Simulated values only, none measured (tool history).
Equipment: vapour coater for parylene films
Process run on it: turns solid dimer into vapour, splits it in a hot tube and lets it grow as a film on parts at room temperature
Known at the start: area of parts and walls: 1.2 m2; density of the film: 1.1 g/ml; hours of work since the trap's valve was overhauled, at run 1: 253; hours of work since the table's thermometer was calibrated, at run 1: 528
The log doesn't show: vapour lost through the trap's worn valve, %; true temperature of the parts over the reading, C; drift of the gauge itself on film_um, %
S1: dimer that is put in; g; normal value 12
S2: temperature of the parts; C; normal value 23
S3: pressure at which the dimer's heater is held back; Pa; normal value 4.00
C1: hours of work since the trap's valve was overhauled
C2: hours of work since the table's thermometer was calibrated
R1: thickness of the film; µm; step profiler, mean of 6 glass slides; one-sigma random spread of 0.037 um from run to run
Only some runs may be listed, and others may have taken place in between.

run 1 hour=0.0 | S1=12 S2=23 S3=4.00 | C1=253 C2=528 | R1=6.35
run 2 hour=24.0 | S1=12 S2=23 S3=4.00 | C1=266 C2=541 | R1=6.38
run 3 hour=48.3 | S1=12 S2=23 S3=4.00 | C1=279 C2=554 | R1=6.29
run 4 hour=63.4 | S1=12 S2=23 S3=4.00 | C1=287 C2=562 | R1=6.28
run 5 hour=88.8 | S1=12 S2=23 S3=4.00 | C1=300 C2=575 | R1=6.32
run 6 hour=107.5 | S1=12 S2=23 S3=4.00 | C1=310 C2=585 | R1=6.27
run 7 hour=135.2 | S1=6 S2=23 S3=4.00 | C1=325 C2=600 | R1=3.12
-- hour=141.8 trap's valve overhauled
run 8 hour=158.2 | S1=6 S2=23 S3=4.00 | C1=9 C2=610 | R1=2.97
run 9 hour=171.7 | S1=20 S2=22 S3=6.85 | C1=16 C2=617 | R1=9.12
run 10 hour=189.9 | S1=20 S2=22 S3=6.85 | C1=26 C2=627 | R1=9.10
run 11 hour=212.7 | S1=8 S2=20 S3=2.16 | C1=38 C2=639 | R1=4.85
run 12 hour=236.6 | S1=5 S2=25 S3=8.89 | C1=50 C2=652 | R1=2.00
run 13 hour=255.1 | S1=9 S2=25 S3=3.30 | C1=60 C2=662 | R1=4.39
run 14 hour=281.6 | S1=9 S2=25 S3=3.30 | C1=74 C2=676 | R1=4.33
run 15 hour=296.8 | S1=10 S2=30 S3=2.06 | C1=82 C2=684 | R1=4.77

Predict each of these 3 candidate next runs independently; none follows another, all start after run 15:
run A hour=312.2 | S1=12 S2=17 S3=5.08 | C1=91 C2=692 | R1=?
run B hour=312.2 | S1=15 S2=34 S3=11.87 | C1=91 C2=692 | R1=?
run C hour=312.2 | S1=22 S2=18 S3=10.53 | C1=91 C2=692 | R1=?

run=A R1=6.43
run=B R1=4.50
run=C R1=9.92
Had the tool no hidden state, the same runs would have come out as:
run=A R1=7.59
run=B R1=5.32
run=C R1=11.72
